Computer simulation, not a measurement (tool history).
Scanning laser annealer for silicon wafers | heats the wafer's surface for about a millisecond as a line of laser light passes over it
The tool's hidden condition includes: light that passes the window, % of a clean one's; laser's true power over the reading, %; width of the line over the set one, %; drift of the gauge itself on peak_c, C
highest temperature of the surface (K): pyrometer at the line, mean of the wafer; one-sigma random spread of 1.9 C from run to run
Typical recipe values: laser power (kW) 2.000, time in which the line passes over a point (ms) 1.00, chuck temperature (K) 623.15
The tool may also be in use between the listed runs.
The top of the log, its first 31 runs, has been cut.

run,hour,laser power (kW),time in which the line passes over a point (ms),chuck temperature (K),hours of work since the window was cleaned,hours of work since the power meter was calibrated,hours of work since the optics were aligned,highest temperature of the surface (K)
32,1058.2,2.000,0.71,608.15,143,1229,652,1246.15
33,1078.1,2.000,0.97,623.15,152,1238,661,1367.15
34,1111.6,1.740,0.95,620.15,166,1252,675,1239.15
35,1146.0,1.982,0.99,623.15,181,1267,690,1366.15
36,1190.1,1.982,0.99,623.15,200,1286,709,1365.15
37,1212.3,1.982,0.99,623.15,210,1296,718,1363.15
38,1244.4,1.931,1.16,630.15,224,1309,732,1405.15
39,1275.0,1.871,0.76,621.15,237,1323,745,1227.15
40,1319.7,1.871,0.76,621.15,256,1342,765,1226.15
41,1356.6,2.000,0.75,623.15,272,1358,781,1281.15
42,1395.5,2.000,0.75,623.15,289,1375,797,1281.15

3 options for the next run, each taken on its own from the tool as it stands now. Forecast them:
A,1416.3,2.000,0.75,605.15,298,1384,806,?
B,1416.3,2.000,0.71,623.15,298,1384,806,?
C,1416.3,2.027,1.06,623.15,298,1384,806,?

run,highest temperature of the surface (K)
A,1260.15
B,1259.15
C,1411.15
Without the tool's unlogged condition, the same runs would have read:
run,highest temperature of the surface (K)
A,1261.15
B,1260.15
C,1412.15
